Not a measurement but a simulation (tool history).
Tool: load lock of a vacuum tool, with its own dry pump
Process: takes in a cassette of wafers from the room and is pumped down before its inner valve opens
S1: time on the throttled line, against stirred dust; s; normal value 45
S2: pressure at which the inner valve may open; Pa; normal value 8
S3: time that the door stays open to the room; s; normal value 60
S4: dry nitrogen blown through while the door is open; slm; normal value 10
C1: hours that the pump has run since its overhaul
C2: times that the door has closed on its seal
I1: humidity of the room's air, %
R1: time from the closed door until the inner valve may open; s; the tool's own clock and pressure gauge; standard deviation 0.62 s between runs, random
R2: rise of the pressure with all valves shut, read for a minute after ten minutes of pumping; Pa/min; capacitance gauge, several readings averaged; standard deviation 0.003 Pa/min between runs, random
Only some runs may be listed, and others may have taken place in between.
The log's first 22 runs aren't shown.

run	hour	S1	S2	S3	S4	C1	C2	I1	R1	R2
23	4357.6	45	9	191	5	1284	9317	41.5	91.1	0.120
24	4499.7	69	8	76	4	1426	9481	43.1	112.3	0.096
25	4641.4	45	9	121	7	1568	9644	43.3	91.2	0.102
26	4845.1	45	10	60	10	1772	9878	43.2	91.7	0.079
27	5071.5	45	10	60	10	1998	10138	43.3	91.8	0.081
28	5267.9	45	12	35	5	2194	10364	46.3	91.5	0.086
29	5498.2	61	8	60	8	2425	10629	47.7	107.4	0.098
30	5758.8	45	12	60	10	2685	10929	44.3	91.0	0.085
31	5887.0	45	11	60	38	2814	11076	43.3	90.9	0.062
32	6142.3	45	11	60	38	3069	11370	44.2	92.2	0.060
33	6273.6	44	14	221	6	3200	11521	44.6	89.7	0.135

Predict each of these 5 candidate next runs independently; none follows another, all start after run 33:
A	6479.1	45	8	50	10	3406	11757	43.3	?	?
B	6479.1	45	14	60	10	3406	11757	46.6	?	?
C	6479.1	44	15	200	17	3406	11757	42.5	?	?
D	6479.1	45	8	130	21	3406	11757	40.2	?	?
E	6479.1	33	10	136	6	3406	11757	46.3	?	?

run	R1	R2
A	92.7	0.084
B	90.5	0.088
C	88.2	0.104
D	93.9	0.089
E	82.0	0.118
With the hidden condition removed and each run's random variation left untouched, the same runs would have given:
run	R1	R2
A	89.2	0.047
B	87.1	0.052
C	84.9	0.067
D	90.3	0.052
E	78.4	0.082
